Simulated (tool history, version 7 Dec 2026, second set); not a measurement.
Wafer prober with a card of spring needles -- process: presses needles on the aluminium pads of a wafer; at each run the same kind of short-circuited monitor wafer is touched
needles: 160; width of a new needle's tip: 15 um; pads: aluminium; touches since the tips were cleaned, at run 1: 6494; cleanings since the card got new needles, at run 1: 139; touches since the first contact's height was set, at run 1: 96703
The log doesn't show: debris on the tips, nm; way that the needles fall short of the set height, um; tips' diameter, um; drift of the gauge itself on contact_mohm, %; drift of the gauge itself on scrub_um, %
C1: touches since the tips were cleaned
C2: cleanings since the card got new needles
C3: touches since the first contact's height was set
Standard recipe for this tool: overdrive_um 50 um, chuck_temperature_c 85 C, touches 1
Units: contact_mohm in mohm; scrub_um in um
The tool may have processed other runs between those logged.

{"run": 1, "hour": 0.0, "overdrive_um": 50, "chuck_temperature_c": 85, "touches": 1, "C1": 6494, "C2": 139, "C3": 96703, "contact_mohm": 318, "scrub_um": 8.262}
{"hour": 3.6, "done": "tips cleaned on abrasive film"}
{"hour": 17.8, "done": "tips cleaned on abrasive film"}
{"hour": 25.1, "done": "height of the first contact set anew"}
{"hour": 35.7, "done": "tips cleaned on abrasive film"}
{"run": 2, "hour": 48.0, "overdrive_um": 31, "chuck_temperature_c": 85, "touches": 1, "C1": 6819, "C2": 142, "C3": 12702, "contact_mohm": 456, "scrub_um": 5.18}
{"hour": 51.6, "done": "tips cleaned on abrasive film"}
{"hour": 65.7, "done": "tips cleaned on abrasive film"}
{"hour": 83.4, "done": "tips cleaned on abrasive film"}
{"hour": 101.1, "done": "tips cleaned on abrasive film"}
{"run": 3, "hour": 102.1, "overdrive_um": 50, "chuck_temperature_c": 85, "touches": 1, "C1": 588, "C2": 146, "C3": 42707, "contact_mohm": 248, "scrub_um": 8.333}
{"hour": 116.3, "done": "tips cleaned on abrasive film"}
{"hour": 130.4, "done": "tips cleaned on abrasive film"}
{"hour": 144.6, "done": "tips cleaned on abrasive film"}
{"hour": 162.3, "done": "tips cleaned on abrasive film"}
{"run": 4, "hour": 166.3, "overdrive_um": 50, "chuck_temperature_c": 85, "touches": 1, "C1": 2270, "C2": 150, "C3": 78315, "contact_mohm": 291, "scrub_um": 8.284}
{"hour": 177.0, "done": "tips cleaned on abrasive film"}
{"hour": 194.6, "done": "tips cleaned on abrasive film"}
{"run": 5, "hour": 205.8, "overdrive_um": 50, "chuck_temperature_c": 85, "touches": 1, "C1": 6220, "C2": 152, "C3": 100221, "contact_mohm": 320, "scrub_um": 8.274}
{"hour": 209.4, "done": "tips cleaned on abrasive film"}
{"hour": 223.8, "done": "height of the first contact set anew"}
{"hour": 227.4, "done": "tips cleaned on abrasive film"}
{"hour": 245.0, "done": "tips cleaned on abrasive film"}
{"hour": 259.2, "done": "tips cleaned on abrasive film"}
{"hour": 276.9, "done": "tips cleaned on abrasive film"}
{"run": 6, "hour": 290.4, "overdrive_um": 50, "chuck_temperature_c": 49, "touches": 1, "C1": 7540, "C2": 157, "C3": 36956, "contact_mohm": 314, "scrub_um": 8.333}
{"hour": 294.0, "done": "tips cleaned on abrasive film"}
{"hour": 308.2, "done": "tips cleaned on abrasive film"}
{"hour": 325.8, "done": "tips cleaned on abrasive film"}
{"hour": 343.5, "done": "tips cleaned on abrasive film"}
{"run": 7, "hour": 354.0, "overdrive_um": 50, "chuck_temperature_c": 85, "touches": 1, "C1": 5882, "C2": 161, "C3": 72254, "contact_mohm": 318, "scrub_um": 8.29}
{"hour": 361.2, "done": "tips cleaned on abrasive film"}
{"hour": 378.8, "done": "tips cleaned on abrasive film"}
{"hour": 396.5, "done": "tips cleaned on abrasive film"}
{"hour": 414.2, "done": "tips cleaned on abrasive film"}
{"hour": 421.5, "done": "height of the first contact set anew"}
{"hour": 432.1, "done": "tips cleaned on abrasive film"}
{"run": 8, "hour": 438.5, "overdrive_um": 50, "chuck_temperature_c": 85, "touches": 1, "C1": 3552, "C2": 166, "C3": 9435, "contact_mohm": 301, "scrub_um": 8.365}
{"hour": 449.2, "done": "tips cleaned on abrasive film"}
{"hour": 463.3, "done": "tips cleaned on abrasive film"}
{"hour": 481.0, "done": "tips cleaned on abrasive film"}
{"run": 9, "hour": 486.6, "overdrive_um": 50, "chuck_temperature_c": 85, "touches": 1, "C1": 3160, "C2": 169, "C3": 36128, "contact_mohm": 290, "scrub_um": 8.331}
{"hour": 497.3, "done": "tips cleaned on abrasive film"}
{"hour": 515.0, "done": "tips cleaned on abrasive film"}
{"hour": 532.6, "done": "tips cleaned on abrasive film"}
{"hour": 550.3, "done": "tips cleaned on abrasive film"}
{"hour": 568.0, "done": "tips cleaned on abrasive film"}
{"run": 10, "hour": 572.1, "overdrive_um": 33, "chuck_temperature_c": 85, "touches": 1, "C1": 2300, "C2": 174, "C3": 83533, "contact_mohm": 369, "scrub_um": 5.441}
{"hour": 582.7, "done": "tips cleaned on abrasive film"}
{"hour": 600.4, "done": "tips cleaned on abrasive film"}
{"hour": 614.6, "done": "tips cleaned on abrasive film"}
{"hour": 618.4, "done": "height of the first contact set anew"}
{"run": 11, "hour": 626.5, "overdrive_um": 33, "chuck_temperature_c": 85, "touches": 1, "C1": 6509, "C2": 177, "C3": 4549, "contact_mohm": 442, "scrub_um": 5.526}
{"hour": 630.1, "done": "tips cleaned on abrasive film"}
{"hour": 647.8, "done": "tips cleaned on abrasive film"}
{"hour": 662.0, "done": "tips cleaned on abrasive film"}
{"hour": 679.6, "done": "tips cleaned on abrasive film"}
{"hour": 697.3, "done": "tips cleaned on abrasive film"}
{"run": 12, "hour": 705.3, "overdrive_um": 33, "chuck_temperature_c": 27, "touches": 1, "C1": 4444, "C2": 182, "C3": 48216, "contact_mohm": 437, "scrub_um": 5.473}
{"hour": 712.4, "done": "tips cleaned on abrasive film"}
{"hour": 726.6, "done": "tips cleaned on abrasive film"}
{"hour": 744.2, "done": "tips cleaned on abrasive film"}
{"run": 13, "hour": 751.7, "overdrive_um": 33, "chuck_temperature_c": 27, "touches": 1, "C1": 4147, "C2": 185, "C3": 73936, "contact_mohm": 420, "scrub_um": 5.44}
{"hour": 758.8, "done": "tips cleaned on abrasive film"}
{"hour": 776.5, "done": "tips cleaned on abrasive film"}
{"hour": 793.4, "done": "tips cleaned on abrasive film"}
{"run": 14, "hour": 793.4, "overdrive_um": 68, "chuck_temperature_c": 85, "touches": 2, "C1": 0, "C2": 188, "C3": 97049, "contact_mohm": 218, "scrub_um": 11.257}
{"hour": 811.1, "done": "tips cleaned on abrasive film"}
{"hour": 818.4, "done": "height of the first contact set anew"}
{"hour": 829.0, "done": "tips cleaned on abrasive film"}
{"run": 15, "hour": 838.2, "overdrive_um": 50, "chuck_temperature_c": 85, "touches": 2, "C1": 5098, "C2": 190, "C3": 10982, "contact_mohm": 278, "scrub_um": 8.35}
{"hour": 845.3, "done": "tips cleaned on abrasive film"}
{"hour": 863.0, "done": "tips cleaned on abrasive film"}
{"hour": 877.1, "done": "tips cleaned on abrasive film"}
{"run": 16, "hour": 878.6, "overdrive_um": 50, "chuck_temperature_c": 85, "touches": 2, "C1": 845, "C2": 193, "C3": 33399, "contact_mohm": 244, "scrub_um": 8.302}
{"hour": 892.8, "done": "tips cleaned on abrasive film"}
{"hour": 910.5, "done": "tips cleaned on abrasive film"}
{"run": 17, "hour": 924.3, "overdrive_um": 55, "chuck_temperature_c": 85, "touches": 3, "C1": 7746, "C2": 195, "C3": 58794, "contact_mohm": 253, "scrub_um": 9.146}
{"hour": 928.0, "done": "tips cleaned on abrasive film"}
{"hour": 945.6, "done": "tips cleaned on abrasive film"}
{"hour": 963.3, "done": "tips cleaned on abrasive film"}
{"hour": 981.0, "done": "tips cleaned on abrasive film"}
{"hour": 998.6, "done": "tips cleaned on abrasive film"}
{"run": 18, "hour": 1001.7, "overdrive_um": 55, "chuck_temperature_c": 29, "touches": 1, "C1": 1721, "C2": 200, "C3": 101698, "contact_mohm": 256, "scrub_um": 9.092}

Consider 4 possible next runs. They are alternatives, not a sequence: every one starts from the tool as it was left by run 18. What does each give?
{"hour": 1015.9, "done": "tips cleaned on abrasive film"}
{"hour": 1016.2, "done": "height of the first contact set anew"}
{"hour": 1030.3, "done": "tips cleaned on abrasive film"}
{"hour": 1048.0, "done": "tips cleaned on abrasive film"}
{"hour": 1062.2, "done": "tips cleaned on abrasive film"}
{"run": "A", "hour": 1067.0, "overdrive_um": 37, "chuck_temperature_c": 73, "touches": 2, "C1": 2723, "C2": 204, "C3": 28218, "contact_mohm": "?", "scrub_um": "?"}
{"hour": 1015.9, "done": "tips cleaned on abrasive film"}
{"hour": 1016.2, "done": "height of the first contact set anew"}
{"hour": 1030.3, "done": "tips cleaned on abrasive film"}
{"hour": 1048.0, "done": "tips cleaned on abrasive film"}
{"hour": 1062.2, "done": "tips cleaned on abrasive film"}
{"run": "B", "hour": 1067.0, "overdrive_um": 55, "chuck_temperature_c": 29, "touches": 3, "C1": 2723, "C2": 204, "C3": 28218, "contact_mohm": "?", "scrub_um": "?"}
{"hour": 1015.9, "done": "tips cleaned on abrasive film"}
{"hour": 1016.2, "done": "height of the first contact set anew"}
{"hour": 1030.3, "done": "tips cleaned on abrasive film"}
{"hour": 1048.0, "done": "tips cleaned on abrasive film"}
{"hour": 1062.2, "done": "tips cleaned on abrasive film"}
{"run": "C", "hour": 1067.0, "overdrive_um": 50, "chuck_temperature_c": 121, "touches": 1, "C1": 2723, "C2": 204, "C3": 28218, "contact_mohm": "?", "scrub_um": "?"}
{"hour": 1015.9, "done": "tips cleaned on abrasive film"}
{"hour": 1016.2, "done": "height of the first contact set anew"}
{"hour": 1030.3, "done": "tips cleaned on abrasive film"}
{"hour": 1048.0, "done": "tips cleaned on abrasive film"}
{"hour": 1062.2, "done": "tips cleaned on abrasive film"}
{"run": "D", "hour": 1067.0, "overdrive_um": 44, "chuck_temperature_c": 30, "touches": 1, "C1": 2723, "C2": 204, "C3": 28218, "contact_mohm": "?", "scrub_um": "?"}

run=A contact_mohm=310 scrub_um=6.165
run=B contact_mohm=234 scrub_um=9.174
run=C contact_mohm=305 scrub_um=8.326
run=D contact_mohm=322 scrub_um=7.34
With no hidden state in the tool, these same runs would have given:
run=A contact_mohm=223 scrub_um=6.193
run=B contact_mohm=205 scrub_um=9.201
run=C contact_mohm=228 scrub_um=8.353
run=D contact_mohm=211 scrub_um=7.368
